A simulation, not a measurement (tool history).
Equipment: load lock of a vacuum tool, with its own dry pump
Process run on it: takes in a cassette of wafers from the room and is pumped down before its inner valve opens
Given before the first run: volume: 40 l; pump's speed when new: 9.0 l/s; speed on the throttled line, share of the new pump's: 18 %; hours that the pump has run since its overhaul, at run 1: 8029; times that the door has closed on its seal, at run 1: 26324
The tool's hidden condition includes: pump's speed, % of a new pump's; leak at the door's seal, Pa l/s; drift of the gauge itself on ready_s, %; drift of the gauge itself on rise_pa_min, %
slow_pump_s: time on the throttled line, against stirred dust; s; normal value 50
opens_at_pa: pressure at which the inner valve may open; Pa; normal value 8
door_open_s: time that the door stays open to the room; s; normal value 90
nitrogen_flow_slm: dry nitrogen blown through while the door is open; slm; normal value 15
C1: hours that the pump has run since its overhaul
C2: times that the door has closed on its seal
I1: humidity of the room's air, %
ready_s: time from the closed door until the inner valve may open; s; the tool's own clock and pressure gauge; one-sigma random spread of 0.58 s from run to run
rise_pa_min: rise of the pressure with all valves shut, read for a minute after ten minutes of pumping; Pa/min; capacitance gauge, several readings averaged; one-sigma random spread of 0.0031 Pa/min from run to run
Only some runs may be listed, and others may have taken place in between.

Run 1, hour 0.0: usual settings; C1 8029; C2 26324; I1 48.2. Result: ready_s 91.0 s, rise_pa_min 0.160 Pa/min.
Run 2, hour 132.8: usual settings; C1 8162; C2 26901; I1 42.3. Result: ready_s 91.4 s, rise_pa_min 0.157 Pa/min.
Run 3, hour 316.2: usual settings; C1 8346; C2 27699; I1 44.7. Result: ready_s 91.3 s, rise_pa_min 0.163 Pa/min.
Run 4, hour 517.0: usual settings; C1 8546; C2 28572; I1 42.4. Result: ready_s 92.1 s, rise_pa_min 0.167 Pa/min.
Run 5, hour 668.8: usual settings but slow_pump_s 40 s; C1 8698; C2 29232; I1 45.9. Result: ready_s 84.6 s, rise_pa_min 0.170 Pa/min.
Run 6, hour 868.1: usual settings; C1 8898; C2 30098; I1 45.4. Result: ready_s 92.0 s, rise_pa_min 0.173 Pa/min.
Run 7, hour 1055.8: usual settings; C1 9085; C2 30914; I1 43.9. Result: ready_s 92.4 s, rise_pa_min 0.179 Pa/min.
Run 8, hour 1166.5: usual settings but nitrogen_flow_slm 8 slm; C1 9196; C2 31395; I1 45.5. Result: ready_s 92.9 s, rise_pa_min 0.197 Pa/min.
Run 9, hour 1369.0: usual settings but nitrogen_flow_slm 24 slm; C1 9398; C2 32275; I1 43.1. Result: ready_s 92.0 s, rise_pa_min 0.173 Pa/min.
Run 10, hour 1558.3: usual settings but nitrogen_flow_slm 24 slm; C1 9588; C2 33098; I1 43.5. Result: ready_s 93.6 s, rise_pa_min 0.183 Pa/min.
Run 11, hour 1710.0: usual settings but nitrogen_flow_slm 24 slm; C1 9739; C2 33758; I1 42.7. Result: ready_s 93.2 s, rise_pa_min 0.181 Pa/min.
Run 12, hour 1803.2: usual settings but nitrogen_flow_slm 24 slm; C1 9833; C2 34163; I1 49.7. Result: ready_s 92.6 s, rise_pa_min 0.191 Pa/min.
Run 13, hour 1971.2: usual settings but opens_at_pa 9 Pa; C1 10001; C2 34893; I1 45.5. Result: ready_s 93.7 s, rise_pa_min 0.208 Pa/min.
Run 14, hour 2173.1: usual settings but opens_at_pa 9 Pa; C1 10202; C2 35771; I1 44.6. Result: ready_s 92.6 s, rise_pa_min 0.208 Pa/min.
Run 15, hour 2283.9: usual settings but opens_at_pa 9 Pa; C1 10313; C2 36253; I1 49.0. Result: ready_s 94.0 s, rise_pa_min 0.224 Pa/min.
Run 16, hour 2464.0: usual settings but opens_at_pa 9 Pa; C1 10493; C2 37036; I1 44.2. Result: ready_s 95.2 s, rise_pa_min 0.224 Pa/min.
Run 17, hour 2625.6: usual settings but nitrogen_flow_slm 22 slm; C1 10655; C2 37738; I1 45.2. Result: ready_s 93.3 s, rise_pa_min 0.218 Pa/min.
Run 18, hour 2735.0: usual settings but door_open_s 32 s; C1 10764; C2 38213; I1 42.4. Result: ready_s 95.0 s, rise_pa_min 0.206 Pa/min.
Run 19, hour 2898.4: usual settings but nitrogen_flow_slm 18 slm; C1 10928; C2 38924; I1 47.2. Result: ready_s 93.4 s, rise_pa_min 0.231 Pa/min.
Run 20, hour 3024.2: usual settings but slow_pump_s 35 s, nitrogen_flow_slm 18 slm; C1 11054; C2 39471; I1 44.2. Result: ready_s 82.1 s, rise_pa_min 0.232 Pa/min.
Run 21, hour 3123.1: usual settings but slow_pump_s 25 s, opens_at_pa 6 Pa; C1 11153; C2 39901; I1 42.6. Result: ready_s 78.2 s, rise_pa_min 0.235 Pa/min.
Run 22, hour 3258.0: usual settings but slow_pump_s 45 s, opens_at_pa 7 Pa, door_open_s 55 s, nitrogen_flow_slm 33 slm; C1 11287; C2 40487; I1 44.3. Result: ready_s 92.4 s, rise_pa_min 0.210 Pa/min.
At hour 3370.1: dry pump taken out, an overhauled one fitted.
Run 23, hour 3375.7: usual settings but slow_pump_s 98 s, opens_at_pa 15 Pa; C1 6; C2 40973; I1 42.8. Result: ready_s 118.5 s, rise_pa_min 0.237 Pa/min.
Run 24, hour 3492.6: usual settings but slow_pump_s 93 s, door_open_s 97 s, nitrogen_flow_slm 38 slm; C1 123; C2 41481; I1 47.8. Result: ready_s 118.3 s, rise_pa_min 0.228 Pa/min.
Run 25, hour 3632.6: usual settings but slow_pump_s 93 s, door_open_s 97 s, nitrogen_flow_slm 38 slm; C1 263; C2 42090; I1 42.4. Result: ready_s 117.9 s, rise_pa_min 0.230 Pa/min.
Run 26, hour 3730.7: usual settings but opens_at_pa 11 Pa; C1 361; C2 42516; I1 46.4. Result: ready_s 81.9 s, rise_pa_min 0.252 Pa/min.
Run 27, hour 3833.7: usual settings but opens_at_pa 10 Pa; C1 464; C2 42964; I1 46.7. Result: ready_s 82.3 s, rise_pa_min 0.259 Pa/min.
Run 28, hour 3922.6: usual settings but opens_at_pa 10 Pa; C1 553; C2 43350; I1 44.9. Result: ready_s 83.9 s, rise_pa_min 0.259 Pa/min.
Run 29, hour 4047.5: usual settings but opens_at_pa 10 Pa, nitrogen_flow_slm 7 slm; C1 677; C2 43893; I1 44.7. Result: ready_s 83.7 s, rise_pa_min 0.278 Pa/min.
Run 30, hour 4231.1: usual settings but slow_pump_s 35 s, opens_at_pa 13 Pa; C1 861; C2 44691; I1 45.0. Result: ready_s 70.3 s, rise_pa_min 0.266 Pa/min.
Run 31, hour 4430.4: usual settings but slow_pump_s 42 s, door_open_s 99 s; C1 1060; C2 45558; I1 46.1. Result: ready_s 78.0 s, rise_pa_min 0.279 Pa/min.
Run 32, hour 4593.5: usual settings but opens_at_pa 13 Pa; C1 1223; C2 46266; I1 45.1. Result: ready_s 82.8 s, rise_pa_min 0.282 Pa/min.
Run 33, hour 4701.8: usual settings but slow_pump_s 100 s, door_open_s 66 s; C1 1332; C2 46738; I1 46.0. Result: ready_s 126.3 s, rise_pa_min 0.283 Pa/min.
Run 34, hour 4788.4: usual settings but slow_pump_s 42 s, door_open_s 66 s, nitrogen_flow_slm 20 slm; C1 1418; C2 47114; I1 45.9. Result: ready_s 78.3 s, rise_pa_min 0.287 Pa/min.
Run 35, hour 4989.0: usual settings but door_open_s 141 s, nitrogen_flow_slm 41 slm; C1 1619; C2 47986; I1 43.7. Result: ready_s 85.6 s, rise_pa_min 0.280 Pa/min.
Run 36, hour 5195.2: usual settings but door_open_s 141 s, nitrogen_flow_slm 41 slm; C1 1825; C2 48882; I1 46.6. Result: ready_s 85.7 s, rise_pa_min 0.289 Pa/min.
Run 37, hour 5299.7: usual settings but door_open_s 48 s, nitrogen_flow_slm 16 slm; C1 1930; C2 49337; I1 45.9. Result: ready_s 85.6 s, rise_pa_min 0.286 Pa/min.

How the hidden state differs across the entries between the runs, from the last listed run before each to the first after it:
In the gap between runs 22 and 23: dry pump taken out, an overhauled one fitted (hour 3370.1)
  pump's speed, % of a new pump's: 73.2 -> 98.6; leak at the door's seal, Pa l/s: 0.1253 -> 0.1277
  the result without the hidden state subtracted from the measured one, ready_s: +12.7 -> +0.3 s; rise_pa_min: +0.185 -> +0.189 Pa/min

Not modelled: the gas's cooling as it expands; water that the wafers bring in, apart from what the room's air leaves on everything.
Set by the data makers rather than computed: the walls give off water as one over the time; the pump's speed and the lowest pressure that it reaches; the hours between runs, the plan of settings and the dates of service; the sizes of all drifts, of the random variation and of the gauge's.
